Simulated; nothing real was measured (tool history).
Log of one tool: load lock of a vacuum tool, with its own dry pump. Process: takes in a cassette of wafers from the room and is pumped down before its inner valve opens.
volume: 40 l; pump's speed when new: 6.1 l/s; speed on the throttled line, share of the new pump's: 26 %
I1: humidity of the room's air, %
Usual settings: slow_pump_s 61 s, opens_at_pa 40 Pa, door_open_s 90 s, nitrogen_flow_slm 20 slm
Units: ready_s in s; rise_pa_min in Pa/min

{"run": 1, "hour": 0.0, "slow_pump_s": 61, "opens_at_pa": 40, "door_open_s": 90, "nitrogen_flow_slm": 20, "I1": 46.4, "ready_s": 98, "rise_pa_min": 0.103}
{"run": 2, "hour": 161.8, "slow_pump_s": 61, "opens_at_pa": 40, "door_open_s": 90, "nitrogen_flow_slm": 20, "I1": 44.1, "ready_s": 98.6, "rise_pa_min": 0.11}
{"run": 3, "hour": 514.4, "slow_pump_s": 61, "opens_at_pa": 40, "door_open_s": 90, "nitrogen_flow_slm": 20, "I1": 41.8, "ready_s": 99, "rise_pa_min": 0.117}
{"run": 4, "hour": 866.8, "slow_pump_s": 61, "opens_at_pa": 40, "door_open_s": 90, "nitrogen_flow_slm": 20, "I1": 46.2, "ready_s": 98.2, "rise_pa_min": 0.126}
{"run": 5, "hour": 1101.0, "slow_pump_s": 61, "opens_at_pa": 40, "door_open_s": 90, "nitrogen_flow_slm": 20, "I1": 46.5, "ready_s": 99.3, "rise_pa_min": 0.14}
{"run": 6, "hour": 1293.5, "slow_pump_s": 61, "opens_at_pa": 40, "door_open_s": 90, "nitrogen_flow_slm": 20, "I1": 47.1, "ready_s": 98.6, "rise_pa_min": 0.144}
{"run": 7, "hour": 1509.3, "slow_pump_s": 61, "opens_at_pa": 40, "door_open_s": 90, "nitrogen_flow_slm": 20, "I1": 44.1, "ready_s": 99.7, "rise_pa_min": 0.157}
{"run": 8, "hour": 1854.8, "slow_pump_s": 61, "opens_at_pa": 40, "door_open_s": 90, "nitrogen_flow_slm": 20, "I1": 45.6, "ready_s": 99.2, "rise_pa_min": 0.177}
{"run": 9, "hour": 2186.9, "slow_pump_s": 61, "opens_at_pa": 40, "door_open_s": 90, "nitrogen_flow_slm": 20, "I1": 45.6, "ready_s": 99.2, "rise_pa_min": 0.183}
{"run": 10, "hour": 2526.3, "slow_pump_s": 61, "opens_at_pa": 40, "door_open_s": 90, "nitrogen_flow_slm": 6, "I1": 45.4, "ready_s": 98.1, "rise_pa_min": 0.233}
{"run": 11, "hour": 2700.3, "slow_pump_s": 61, "opens_at_pa": 37, "door_open_s": 90, "nitrogen_flow_slm": 6, "I1": 43.9, "ready_s": 99.3, "rise_pa_min": 0.238}
{"run": 12, "hour": 3061.8, "slow_pump_s": 61, "opens_at_pa": 37, "door_open_s": 90, "nitrogen_flow_slm": 6, "I1": 42.8, "ready_s": 100.1, "rise_pa_min": 0.253}
{"run": 13, "hour": 3296.3, "slow_pump_s": 61, "opens_at_pa": 37, "door_open_s": 90, "nitrogen_flow_slm": 6, "I1": 43.5, "ready_s": 101.2, "rise_pa_min": 0.265}
{"run": 14, "hour": 3459.1, "slow_pump_s": 61, "opens_at_pa": 40, "door_open_s": 90, "nitrogen_flow_slm": 20, "I1": 48.4, "ready_s": 99.5, "rise_pa_min": 0.25}
{"run": 15, "hour": 3623.3, "slow_pump_s": 59, "opens_at_pa": 40, "door_open_s": 90, "nitrogen_flow_slm": 20, "I1": 47.5, "ready_s": 98.1, "rise_pa_min": 0.253}
{"run": 16, "hour": 3832.5, "slow_pump_s": 59, "opens_at_pa": 40, "door_open_s": 90, "nitrogen_flow_slm": 20, "I1": 45.6, "ready_s": 99.3, "rise_pa_min": 0.266}
{"run": 17, "hour": 4031.6, "slow_pump_s": 59, "opens_at_pa": 40, "door_open_s": 90, "nitrogen_flow_slm": 20, "I1": 44.9, "ready_s": 99.2, "rise_pa_min": 0.272}
{"run": 18, "hour": 4272.4, "slow_pump_s": 59, "opens_at_pa": 40, "door_open_s": 90, "nitrogen_flow_slm": 20, "I1": 43.7, "ready_s": 98.9, "rise_pa_min": 0.298}
{"run": 19, "hour": 4484.6, "slow_pump_s": 61, "opens_at_pa": 30, "door_open_s": 74, "nitrogen_flow_slm": 20, "I1": 41.6, "ready_s": 102.5, "rise_pa_min": 0.294}
{"run": 20, "hour": 4831.3, "slow_pump_s": 105, "opens_at_pa": 30, "door_open_s": 150, "nitrogen_flow_slm": 10, "I1": 42.4, "ready_s": 133.6, "rise_pa_min": 0.363}
{"run": 21, "hour": 5162.8, "slow_pump_s": 105, "opens_at_pa": 30, "door_open_s": 150, "nitrogen_flow_slm": 10, "I1": 43.3, "ready_s": 134.1, "rise_pa_min": 0.388}
{"run": 22, "hour": 5328.1, "slow_pump_s": 61, "opens_at_pa": 40, "door_open_s": 90, "nitrogen_flow_slm": 25, "I1": 47.5, "ready_s": 100.6, "rise_pa_min": 0.348}
{"run": 23, "hour": 5659.7, "slow_pump_s": 61, "opens_at_pa": 40, "door_open_s": 90, "nitrogen_flow_slm": 25, "I1": 41.5, "ready_s": 100.7, "rise_pa_min": 0.371}
{"run": 24, "hour": 5942.7, "slow_pump_s": 61, "opens_at_pa": 40, "door_open_s": 90, "nitrogen_flow_slm": 25, "I1": 43.9, "ready_s": 100.4, "rise_pa_min": 0.397}
{"run": 25, "hour": 6289.4, "slow_pump_s": 61, "opens_at_pa": 29, "door_open_s": 90, "nitrogen_flow_slm": 20, "I1": 45.8, "ready_s": 102.7, "rise_pa_min": 0.424}
{"run": 26, "hour": 6684.2, "slow_pump_s": 61, "opens_at_pa": 29, "door_open_s": 90, "nitrogen_flow_slm": 20, "I1": 41.8, "ready_s": 103.6, "rise_pa_min": 0.455}
{"run": 27, "hour": 6920.4, "slow_pump_s": 61, "opens_at_pa": 29, "door_open_s": 90, "nitrogen_flow_slm": 20, "I1": 46.2, "ready_s": 105.8, "rise_pa_min": 0.488}
{"run": 28, "hour": 7229.2, "slow_pump_s": 95, "opens_at_pa": 40, "door_open_s": 73, "nitrogen_flow_slm": 4, "I1": 46.9, "ready_s": 126.1, "rise_pa_min": 0.529}
{"run": 29, "hour": 7442.7, "slow_pump_s": 52, "opens_at_pa": 40, "door_open_s": 90, "nitrogen_flow_slm": 5, "I1": 48.4, "ready_s": 95.1, "rise_pa_min": 0.549}
{"run": 30, "hour": 7656.3, "slow_pump_s": 88, "opens_at_pa": 40, "door_open_s": 90, "nitrogen_flow_slm": 20, "I1": 48.5, "ready_s": 121, "rise_pa_min": 0.551}
{"run": 31, "hour": 7947.8, "slow_pump_s": 88, "opens_at_pa": 38, "door_open_s": 55, "nitrogen_flow_slm": 24, "I1": 44, "ready_s": 122.2, "rise_pa_min": 0.533}

Hidden state or all else? Some run-to-run changes of ready_s, split into what the settings, what came in and random variation would give without the hidden state, and what is left for the hidden state (with any gauge scatter that isn't in both results):
The hidden state here: pump's speed, % of a new pump's; leak at the door's seal, Pa l/s; drift of the gauge itself on ready_s, %; drift of the gauge itself on rise_pa_min, %.
Run 19 -> 20: slow_pump_s 61 -> 105, door_open_s 74 -> 150, nitrogen_flow_slm 20 -> 10. ready_s +31.1 s: hidden state -1.1, all else +32.2.
Run 21 -> 22: slow_pump_s 105 -> 61, opens_at_pa 30 -> 40, door_open_s 150 -> 90, nitrogen_flow_slm 10 -> 25. ready_s -33.5 s: hidden state +1.2, all else -34.7.
Run 27 -> 28: slow_pump_s 61 -> 95, opens_at_pa 29 -> 40, door_open_s 90 -> 73, nitrogen_flow_slm 20 -> 4. ready_s +20.3 s: hidden state -1.5, all else +21.8.
Run 28 -> 29: slow_pump_s 95 -> 52, door_open_s 73 -> 90, nitrogen_flow_slm 4 -> 5. ready_s -31 s: hidden state +1.8, all else -32.8.

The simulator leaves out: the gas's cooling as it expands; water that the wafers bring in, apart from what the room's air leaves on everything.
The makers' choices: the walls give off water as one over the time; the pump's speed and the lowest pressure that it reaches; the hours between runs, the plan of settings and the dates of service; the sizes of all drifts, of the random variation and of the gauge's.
